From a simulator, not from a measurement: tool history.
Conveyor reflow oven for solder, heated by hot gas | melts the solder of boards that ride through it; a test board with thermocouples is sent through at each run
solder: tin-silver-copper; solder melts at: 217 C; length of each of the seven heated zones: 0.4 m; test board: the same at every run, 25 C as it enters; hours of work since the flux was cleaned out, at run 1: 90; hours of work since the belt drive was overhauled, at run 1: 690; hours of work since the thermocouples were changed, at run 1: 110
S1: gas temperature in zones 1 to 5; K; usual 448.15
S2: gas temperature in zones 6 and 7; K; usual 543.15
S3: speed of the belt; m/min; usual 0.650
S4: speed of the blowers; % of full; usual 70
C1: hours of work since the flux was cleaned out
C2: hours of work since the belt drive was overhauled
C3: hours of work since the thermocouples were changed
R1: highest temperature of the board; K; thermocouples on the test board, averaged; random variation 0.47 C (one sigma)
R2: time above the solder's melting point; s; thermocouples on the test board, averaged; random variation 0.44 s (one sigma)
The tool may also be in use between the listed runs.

run 1 day=0.000 | S1=448.15 S2=543.15 S3=0.650 S4=70 | C1=90 C2=690 C3=110 | R1=526.45 R2=57.1
run 2 day=1.104 | S1=448.15 S2=543.15 S3=0.650 S4=70 | C1=103 C2=703 C3=123 | R1=526.05 R2=55.6
run 3 day=2.504 | S1=448.15 S2=543.15 S3=0.650 S4=70 | C1=120 C2=720 C3=140 | R1=525.85 R2=56.5
run 4 day=3.646 | S1=448.15 S2=543.15 S3=0.650 S4=70 | C1=133 C2=734 C3=154 | R1=525.95 R2=56.1
run 5 day=4.812 | S1=442.15 S2=543.15 S3=0.650 S4=70 | C1=147 C2=748 C3=168 | R1=524.45 R2=53.8
run 6 day=5.900 | S1=448.15 S2=543.15 S3=0.713 S4=70 | C1=160 C2=761 C3=181 | R1=521.85 R2=47.8
run 7 day=6.996 | S1=448.15 S2=543.15 S3=0.713 S4=70 | C1=173 C2=774 C3=194 | R1=521.85 R2=48.2
-- day=7.542 belt drive overhauled, speed set with a stopwatch
run 8 day=8.142 | S1=448.15 S2=543.15 S3=0.713 S4=70 | C1=185 C2=7 C3=206 | R1=521.65 R2=46.2
run 9 day=9.042 | S1=448.15 S2=543.15 S3=0.713 S4=70 | C1=196 C2=18 C3=216 | R1=520.25 R2=45.7
run 10 day=10.604 | S1=448.15 S2=543.15 S3=0.713 S4=70 | C1=215 C2=37 C3=235 | R1=520.55 R2=46.0
run 11 day=11.925 | S1=448.15 S2=543.15 S3=0.771 S4=70 | C1=230 C2=52 C3=251 | R1=518.15 R2=39.9
run 12 day=12.875 | S1=448.15 S2=543.15 S3=0.650 S4=77 | C1=242 C2=64 C3=262 | R1=524.55 R2=55.3
run 13 day=14.200 | S1=448.15 S2=543.15 S3=0.650 S4=77 | C1=258 C2=80 C3=278 | R1=525.95 R2=55.6
-- day=15.658 flux residue cleaned out of gas plates and filters
run 14 day=15.738 | S1=448.15 S2=543.15 S3=0.650 S4=77 | C1=1 C2=96 C3=294 | R1=528.15 R2=56.0
run 15 day=16.442 | S1=448.15 S2=543.15 S3=0.650 S4=77 | C1=9 C2=104 C3=302 | R1=526.45 R2=56.9
run 16 day=17.758 | S1=448.15 S2=543.15 S3=0.650 S4=77 | C1=25 C2=120 C3=318 | R1=526.25 R2=57.3
run 17 day=19.288 | S1=448.15 S2=543.15 S3=0.650 S4=77 | C1=43 C2=138 C3=336 | R1=527.05 R2=56.6
run 18 day=20.662 | S1=433.15 S2=543.15 S3=0.650 S4=57 | C1=60 C2=155 C3=353 | R1=517.55 R2=43.2
run 19 day=22.179 | S1=456.15 S2=543.15 S3=0.650 S4=70 | C1=78 C2=173 C3=371 | R1=526.15 R2=59.2
run 20 day=23.333 | S1=456.15 S2=543.15 S3=0.650 S4=70 | C1=92 C2=187 C3=385 | R1=525.35 R2=59.6
run 21 day=24.054 | S1=455.15 S2=535.15 S3=0.709 S4=70 | C1=101 C2=195 C3=393 | R1=517.05 R2=46.8
run 22 day=25.012 | S1=455.15 S2=535.15 S3=0.709 S4=70 | C1=112 C2=207 C3=405 | R1=516.45 R2=46.2
run 23 day=26.317 | S1=448.15 S2=545.15 S3=0.650 S4=70 | C1=128 C2=222 C3=421 | R1=525.35 R2=56.4
run 24 day=27.288 | S1=451.15 S2=541.15 S3=0.751 S4=70 | C1=139 C2=234 C3=432 | R1=517.25 R2=42.4
run 25 day=28.254 | S1=449.15 S2=541.15 S3=0.639 S4=52 | C1=151 C2=245 C3=444 | R1=517.85 R2=49.1
run 26 day=29.758 | S1=449.15 S2=534.15 S3=0.674 S4=64 | C1=169 C2=263 C3=462 | R1=514.35 R2=44.3
run 27 day=30.988 | S1=437.15 S2=552.15 S3=0.608 S4=70 | C1=183 C2=278 C3=476 | R1=532.55 R2=61.1
run 28 day=31.933 | S1=460.15 S2=537.15 S3=0.548 S4=73 | C1=195 C2=289 C3=488 | R1=526.45 R2=73.5
run 29 day=33.283 | S1=460.15 S2=537.15 S3=0.548 S4=73 | C1=211 C2=306 C3=504 | R1=525.05 R2=74.4
run 30 day=34.425 | S1=444.15 S2=536.15 S3=0.667 S4=65 | C1=225 C2=319 C3=518 | R1=515.15 R2=42.7
run 31 day=35.138 | S1=448.15 S2=543.15 S3=0.536 S4=70 | C1=233 C2=328 C3=526 | R1=529.65 R2=72.5
run 32 day=36.529 | S1=448.15 S2=558.15 S3=0.536 S4=58 | C1=250 C2=344 C3=543 | R1=539.95 R2=79.2

The same runs without the tool's hidden state, with the same run-to-run variation:
The hidden state here: heat that the gas passes to the board, % of a clean oven's; belt's true speed, % of the reading; true gas temperature in zones 6 and 7 over the reading, C; drift of the gauge itself on peak_c, C; drift of the gauge itself on liquid_s, %.
run=1 R1=527.15 R2=56.6
run=2 R1=526.85 R2=55.1
run=3 R1=526.75 R2=56.2
run=4 R1=526.95 R2=55.9
run=5 R1=525.55 R2=53.7
run=6 R1=523.15 R2=47.9
run=7 R1=523.25 R2=48.4
run=8 R1=523.75 R2=48.1
run=9 R1=522.45 R2=47.6
run=10 R1=522.95 R2=48.1
run=11 R1=520.85 R2=42.2
run=12 R1=527.15 R2=57.2
run=13 R1=528.65 R2=57.6
run=14 R1=529.25 R2=56.5
run=15 R1=527.65 R2=57.4
run=16 R1=527.55 R2=57.9
run=17 R1=528.45 R2=57.3
run=18 R1=519.05 R2=44.4
run=19 R1=527.75 R2=60.0
run=20 R1=527.05 R2=60.5
run=21 R1=518.75 R2=48.1
run=22 R1=518.25 R2=47.6
run=23 R1=527.35 R2=57.5
run=24 R1=519.35 R2=43.9
run=25 R1=519.75 R2=50.7
run=26 R1=516.55 R2=46.3
run=27 R1=535.05 R2=62.4
run=28 R1=528.75 R2=74.6
run=29 R1=527.35 R2=75.6
run=30 R1=517.85 R2=45.1
run=31 R1=532.25 R2=73.9
run=32 R1=542.75 R2=80.0

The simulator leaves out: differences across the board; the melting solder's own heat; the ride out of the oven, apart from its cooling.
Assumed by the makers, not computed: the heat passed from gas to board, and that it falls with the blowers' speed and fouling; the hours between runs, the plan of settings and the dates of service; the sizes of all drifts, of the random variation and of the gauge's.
